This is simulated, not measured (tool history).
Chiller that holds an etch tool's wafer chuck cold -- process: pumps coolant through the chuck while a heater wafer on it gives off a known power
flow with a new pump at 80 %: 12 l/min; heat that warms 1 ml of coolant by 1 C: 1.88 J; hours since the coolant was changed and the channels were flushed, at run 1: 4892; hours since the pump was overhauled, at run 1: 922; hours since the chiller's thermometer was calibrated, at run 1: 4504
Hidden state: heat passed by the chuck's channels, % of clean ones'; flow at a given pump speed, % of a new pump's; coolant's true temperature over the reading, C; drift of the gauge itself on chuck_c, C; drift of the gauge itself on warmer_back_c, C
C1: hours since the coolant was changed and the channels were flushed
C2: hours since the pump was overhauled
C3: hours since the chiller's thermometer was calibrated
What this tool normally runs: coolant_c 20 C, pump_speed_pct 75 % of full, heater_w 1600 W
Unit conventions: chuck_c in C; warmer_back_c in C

{"run": 1, "hour": 0.0, "coolant_c": 20, "pump_speed_pct": 75, "heater_w": 1600, "C1": 4892, "C2": 922, "C3": 4504, "chuck_c": 32.9, "warmer_back_c": 4.55}
{"run": 2, "hour": 127.5, "coolant_c": 20, "pump_speed_pct": 75, "heater_w": 1600, "C1": 5020, "C2": 1050, "C3": 4632, "chuck_c": 33.1, "warmer_back_c": 4.54}
{"run": 3, "hour": 269.4, "coolant_c": 20, "pump_speed_pct": 75, "heater_w": 1600, "C1": 5161, "C2": 1192, "C3": 4774, "chuck_c": 33, "warmer_back_c": 4.54}
{"run": 4, "hour": 401.8, "coolant_c": 20, "pump_speed_pct": 75, "heater_w": 1600, "C1": 5294, "C2": 1324, "C3": 4906, "chuck_c": 33, "warmer_back_c": 4.52}
{"run": 5, "hour": 538.1, "coolant_c": 20, "pump_speed_pct": 75, "heater_w": 1600, "C1": 5430, "C2": 1460, "C3": 5042, "chuck_c": 32.9, "warmer_back_c": 4.47}
{"hour": 584.9, "done": "coolant changed, channels flushed"}
{"run": 6, "hour": 655.5, "coolant_c": 20, "pump_speed_pct": 75, "heater_w": 1600, "C1": 71, "C2": 1572, "C3": 5154, "chuck_c": 33.1, "warmer_back_c": 4.48}
{"run": 7, "hour": 784.8, "coolant_c": 20, "pump_speed_pct": 75, "heater_w": 1600, "C1": 200, "C2": 1701, "C3": 5283, "chuck_c": 32.8, "warmer_back_c": 4.46}
{"run": 8, "hour": 873.4, "coolant_c": 20, "pump_speed_pct": 75, "heater_w": 1600, "C1": 288, "C2": 1790, "C3": 5372, "chuck_c": 33, "warmer_back_c": 4.41}
{"run": 9, "hour": 1014.7, "coolant_c": 20, "pump_speed_pct": 75, "heater_w": 1523, "C1": 430, "C2": 1931, "C3": 5513, "chuck_c": 32.4, "warmer_back_c": 4.22}
{"run": 10, "hour": 1135.6, "coolant_c": 20, "pump_speed_pct": 85, "heater_w": 1523, "C1": 551, "C2": 2052, "C3": 5634, "chuck_c": 31, "warmer_back_c": 3.62}
{"run": 11, "hour": 1232.2, "coolant_c": 20, "pump_speed_pct": 85, "heater_w": 1523, "C1": 647, "C2": 2149, "C3": 5730, "chuck_c": 31, "warmer_back_c": 3.57}
{"run": 12, "hour": 1334.8, "coolant_c": 20, "pump_speed_pct": 85, "heater_w": 1523, "C1": 750, "C2": 2251, "C3": 5833, "chuck_c": 31, "warmer_back_c": 3.59}
{"run": 13, "hour": 1410.2, "coolant_c": 13, "pump_speed_pct": 75, "heater_w": 1600, "C1": 825, "C2": 2327, "C3": 5908, "chuck_c": 25.8, "warmer_back_c": 4.35}
{"hour": 1445.0, "done": "chiller's thermometer calibrated"}
{"run": 14, "hour": 1541.5, "coolant_c": 13, "pump_speed_pct": 78, "heater_w": 1600, "C1": 956, "C2": 2457, "C3": 96, "chuck_c": 25.4, "warmer_back_c": 4.14}
{"run": 15, "hour": 1625.6, "coolant_c": 13, "pump_speed_pct": 78, "heater_w": 1600, "C1": 1040, "C2": 2541, "C3": 181, "chuck_c": 25.7, "warmer_back_c": 4.13}
{"run": 16, "hour": 1758.1, "coolant_c": 13, "pump_speed_pct": 78, "heater_w": 1600, "C1": 1172, "C2": 2673, "C3": 313, "chuck_c": 25.4, "warmer_back_c": 4.09}
{"run": 17, "hour": 1836.0, "coolant_c": 13, "pump_speed_pct": 78, "heater_w": 1600, "C1": 1250, "C2": 2751, "C3": 391, "chuck_c": 25.4, "warmer_back_c": 4.07}
{"run": 18, "hour": 1956.5, "coolant_c": 22, "pump_speed_pct": 66, "heater_w": 1443, "C1": 1371, "C2": 2872, "C3": 512, "chuck_c": 35.4, "warmer_back_c": 4.45}
{"run": 19, "hour": 2017.5, "coolant_c": 12, "pump_speed_pct": 62, "heater_w": 1600, "C1": 1432, "C2": 2933, "C3": 573, "chuck_c": 27.8, "warmer_back_c": 5.38}
{"run": 20, "hour": 2156.8, "coolant_c": 12, "pump_speed_pct": 62, "heater_w": 1600, "C1": 1571, "C2": 3072, "C3": 712, "chuck_c": 27.6, "warmer_back_c": 5.35}
{"hour": 2192.3, "done": "gauge calibrated"}
{"run": 21, "hour": 2281.2, "coolant_c": 15, "pump_speed_pct": 75, "heater_w": 808, "C1": 1695, "C2": 3197, "C3": 836, "chuck_c": 21.6, "warmer_back_c": 2.34}
{"run": 22, "hour": 2405.7, "coolant_c": 17, "pump_speed_pct": 75, "heater_w": 1203, "C1": 1820, "C2": 3321, "C3": 961, "chuck_c": 26.9, "warmer_back_c": 3.4}
{"run": 23, "hour": 2504.6, "coolant_c": 20, "pump_speed_pct": 75, "heater_w": 1203, "C1": 1919, "C2": 3420, "C3": 1060, "chuck_c": 29.7, "warmer_back_c": 3.39}
{"run": 24, "hour": 2591.6, "coolant_c": 20, "pump_speed_pct": 75, "heater_w": 1203, "C1": 2006, "C2": 3507, "C3": 1147, "chuck_c": 29.9, "warmer_back_c": 3.38}
{"run": 25, "hour": 2693.7, "coolant_c": 20, "pump_speed_pct": 75, "heater_w": 1203, "C1": 2108, "C2": 3609, "C3": 1249, "chuck_c": 29.7, "warmer_back_c": 3.37}
{"run": 26, "hour": 2774.4, "coolant_c": 20, "pump_speed_pct": 75, "heater_w": 1203, "C1": 2188, "C2": 3690, "C3": 1329, "chuck_c": 30, "warmer_back_c": 3.37}
{"run": 27, "hour": 2840.2, "coolant_c": 20, "pump_speed_pct": 98, "heater_w": 1600, "C1": 2254, "C2": 3756, "C3": 1395, "chuck_c": 30, "warmer_back_c": 3.31}
{"run": 28, "hour": 2925.9, "coolant_c": 20, "pump_speed_pct": 98, "heater_w": 1600, "C1": 2340, "C2": 3841, "C3": 1481, "chuck_c": 29.9, "warmer_back_c": 3.26}
{"run": 29, "hour": 3059.4, "coolant_c": 24, "pump_speed_pct": 68, "heater_w": 931, "C1": 2473, "C2": 3975, "C3": 1614, "chuck_c": 32.4, "warmer_back_c": 2.86}
{"run": 30, "hour": 3168.5, "coolant_c": 13, "pump_speed_pct": 81, "heater_w": 1600, "C1": 2583, "C2": 4084, "C3": 1724, "chuck_c": 24.9, "warmer_back_c": 4.06}
{"run": 31, "hour": 3298.4, "coolant_c": 20, "pump_speed_pct": 72, "heater_w": 909, "C1": 2712, "C2": 4214, "C3": 1853, "chuck_c": 27.8, "warmer_back_c": 2.59}
{"run": 32, "hour": 3439.1, "coolant_c": 25, "pump_speed_pct": 76, "heater_w": 1857, "C1": 2853, "C2": 4355, "C3": 1994, "chuck_c": 40, "warmer_back_c": 5.05}
{"run": 33, "hour": 3545.1, "coolant_c": 25, "pump_speed_pct": 84, "heater_w": 1281, "C1": 2959, "C2": 4461, "C3": 2100, "chuck_c": 34.3, "warmer_back_c": 2.96}

Here are 3 independent what-if runs from the current tool condition. What would each one return?
{"run": "A", "hour": 3644.8, "coolant_c": 25, "pump_speed_pct": 83, "heater_w": 1600, "C1": 3059, "C2": 4560, "C3": 2200, "chuck_c": "?", "warmer_back_c": "?"}
{"run": "B", "hour": 3644.8, "coolant_c": 10, "pump_speed_pct": 78, "heater_w": 1705, "C1": 3059, "C2": 4560, "C3": 2200, "chuck_c": "?", "warmer_back_c": "?"}
{"run": "C", "hour": 3644.8, "coolant_c": 14, "pump_speed_pct": 70, "heater_w": 1505, "C1": 3059, "C2": 4560, "C3": 2200, "chuck_c": "?", "warmer_back_c": "?"}

run=A chuck_c=36.8 warmer_back_c=3.86
run=B chuck_c=23.5 warmer_back_c=4.43
run=C chuck_c=27 warmer_back_c=4.42
Stripped of hidden state, with their random variation kept, the same runs would have yielded:
run=A chuck_c=36.8 warmer_back_c=4.1
run=B chuck_c=23.5 warmer_back_c=4.67
run=C chuck_c=27 warmer_back_c=4.66
